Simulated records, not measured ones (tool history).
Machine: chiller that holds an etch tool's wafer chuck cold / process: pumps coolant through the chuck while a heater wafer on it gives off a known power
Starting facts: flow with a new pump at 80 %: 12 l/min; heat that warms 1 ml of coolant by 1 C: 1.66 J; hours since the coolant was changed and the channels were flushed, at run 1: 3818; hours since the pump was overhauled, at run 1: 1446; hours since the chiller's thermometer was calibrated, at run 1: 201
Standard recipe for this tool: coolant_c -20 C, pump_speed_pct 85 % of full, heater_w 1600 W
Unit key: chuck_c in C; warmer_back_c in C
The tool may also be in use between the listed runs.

run	hour	coolant_c	pump_speed_pct	heater_w	hours since the coolant was changed and the channels were flushed	hours since the pump was overhauled	hours since the chiller's thermometer was calibrated	chuck_c	warmer_back_c
1	0	-20	85	1600	3818	1446	201	-4.1	4.73
2	161.9	-20	85	1876	3980	1608	363	-1.2	5.64
3	311.6	-20	85	1600	4130	1758	512	-3.9	4.82
4	484.9	-20	85	1600	4303	1931	686	-3.9	4.83
5	569	-20	85	1600	4387	2015	770	-3.6	4.87
6	674.6	-20	85	1600	4493	2121	875	-3.7	4.82
7	809	-20	85	1600	4627	2255	1010	-3.5	4.88
8	969.5	-20	83	1600	4788	2416	1170	-3	5.02
9	1083.7	-20	65	1600	4902	2530	1285	1.2	6.65
10	1159.3	-20	85	1600	4978	2605	1360	-3	4.93
11	1306.9	-20	85	1070	5125	2753	1508	-8.8	3.35
12	1441.6	-15	85	1600	5260	2888	1642	2.3	4.96
13	1524.2	-20	85	1600	5342	2970	1725	-2.7	4.99
# hour 1554.4: coolant changed, channels flushed
14	1678.3	-20	85	1600	124	3118	1873	-6.3	5.01
# hour 1691.1: coolant pump overhauled
15	1788.1	-20	85	2049	229	97	1978	-1.5	6.79
16	1932.3	-20	85	2049	373	241	2122	-1.4	6.8
17	2085.4	-20	85	1600	526	394	2275	-5.2	5.35
18	2228.6	-20	85	1600	669	538	2418	-5.4	5.4
19	2321.4	-16	85	1600	762	630	2511	-1.1	5.38
# hour 2398.9: coolant pump overhauled, once more
20	2478.8	-19	85	1950	914	80	2664	-3.2	5.52
21	2622.3	-15	85	1525	1058	223	2807	-2.7	4.28
# hour 2680.7: chiller's thermometer calibrated
22	2759.2	-15	84	1600	1194	359	79	-1.1	4.65
23	2862.6	-15	84	1600	1297	463	182	-1.2	4.62
24	3016.1	-17	61	1726	1451	616	335	3.2	7.25
25	3132.1	-20	85	1643	1567	732	451	-5.6	4.81
26	3224.2	-20	85	1643	1659	824	544	-5.7	4.76
27	3299.7	-12	73	2361	1734	900	619	11.7	8.18
28	3436.4	-12	73	2361	1871	1036	756	11.8	8.19
29	3592.7	-12	72	1039	2027	1193	912	-1.2	3.69
30	3735.8	-12	62	1039	2170	1336	1055	0.4	4.3
31	3887.8	-29	85	940	2322	1488	1207	-20.6	2.76
32	3988.4	-21	66	1600	2423	1589	1308	-2.7	6.31
33	4155.3	-20	97	1013	2590	1755	1475	-11.9	2.56

Pick out some run-to-run changes in chuck_c. Of each, how much would a tool without hidden state show as well, from the settings, what came in and chance, and how much is left for the hidden state and any gauge scatter not in both results compared?
What the log doesn't record here: heat passed by the chuck's channels, % of clean ones'; flow at a given pump speed, % of a new pump's; coolant's true temperature over the reading, C; drift of the gauge itself on chuck_c, C; drift of the gauge itself on warmer_back_c, C.
Run 11 -> 12: coolant_c -20 -> -15, heater_w 1070 -> 1600. chuck_c +11.1 C: hidden state +1.7, all else +9.4.
Run 13 -> 14: coolant changed, channels flushed. chuck_c -3.6 C: hidden state -3.5, all else -0.1.
Run 19 -> 20: coolant_c -16 -> -19, heater_w 1600 -> 1950, coolant pump overhauled, once more. chuck_c -2.1 C: hidden state -1.8, all else -0.3.
Run 26 -> 27: coolant_c -20 -> -12, pump_speed_pct 85 -> 73, heater_w 1643 -> 2361. chuck_c +17.4 C: hidden state +0.9, all else +16.5.
Run 30 -> 31: coolant_c -12 -> -29, pump_speed_pct 62 -> 85, heater_w 1039 -> 940. chuck_c -21 C: hidden state -0.4, all else -20.6.
Run 31 -> 32: coolant_c -29 -> -21, pump_speed_pct 85 -> 66, heater_w 940 -> 1600. chuck_c +17.9 C: hidden state +1.4, all else +16.5.
